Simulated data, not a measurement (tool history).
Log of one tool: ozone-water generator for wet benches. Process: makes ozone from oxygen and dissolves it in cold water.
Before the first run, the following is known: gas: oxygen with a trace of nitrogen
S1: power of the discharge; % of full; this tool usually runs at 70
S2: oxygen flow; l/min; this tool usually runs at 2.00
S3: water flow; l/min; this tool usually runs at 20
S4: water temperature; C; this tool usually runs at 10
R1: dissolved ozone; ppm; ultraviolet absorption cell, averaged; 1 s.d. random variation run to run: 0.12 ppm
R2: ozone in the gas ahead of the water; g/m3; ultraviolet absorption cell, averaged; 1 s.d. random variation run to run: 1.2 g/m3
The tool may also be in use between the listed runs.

run   hour  S1    S2  S3  S4    R1     R2
  1    0.0  70  2.00  20  10  10.2  212.5
  2   50.1  70  1.18  20  10   9.3  299.2
  3   92.7  70  1.18  20  10   9.1  300.2
  4  133.3  78  2.00  20  10  10.6  225.2
  5  175.4  70  2.00  20   6  10.4  210.8
  6  234.3  72  2.00  20   6  10.7  217.6
  7  278.9  72  2.00  20   6  10.2  215.5
  8  338.2  72  2.00  20   6  10.4  217.8
  9  397.6  70  2.68  20  10  10.4  175.3
     421.1  -- water thermometer calibrated
 10  429.0  70  1.06  20  10   9.2  322.9
 11  466.1  49  1.07  24  13   6.3  271.6
 12  506.8  62  1.07  24  11   6.7  303.4
 13  555.5  62  1.22  18  11   9.8  274.4
 14  604.6  62  1.05  22  14   7.4  307.4
 15  637.3  70  2.00  20  14   9.8  212.6
 16  671.9  70  2.00  20  14   9.8  211.7
 17  745.4  73  2.00  32  12   5.9  216.6
 18  791.9  86  3.19  20  10  11.5  171.6
 19  865.7  86  3.19  20  10  11.7  172.5

Each row is a separate what-if for the run after 19, all from the same tool condition, not one after another. Results?
  A  907.5  51  3.19  13   6   ?   ?
  B  907.5  45  2.36  15  10   ?   ?
  C  907.5  80  1.14  20  10   ?   ?

run    R1     R2
  A  13.9  131.1
  B  11.0  150.0
  C   9.7  333.3
Without the tool's unlogged condition, the same runs would have read:
run    R1     R2
  A  13.9  131.1
  B  11.0  150.1
  C   9.7  333.5

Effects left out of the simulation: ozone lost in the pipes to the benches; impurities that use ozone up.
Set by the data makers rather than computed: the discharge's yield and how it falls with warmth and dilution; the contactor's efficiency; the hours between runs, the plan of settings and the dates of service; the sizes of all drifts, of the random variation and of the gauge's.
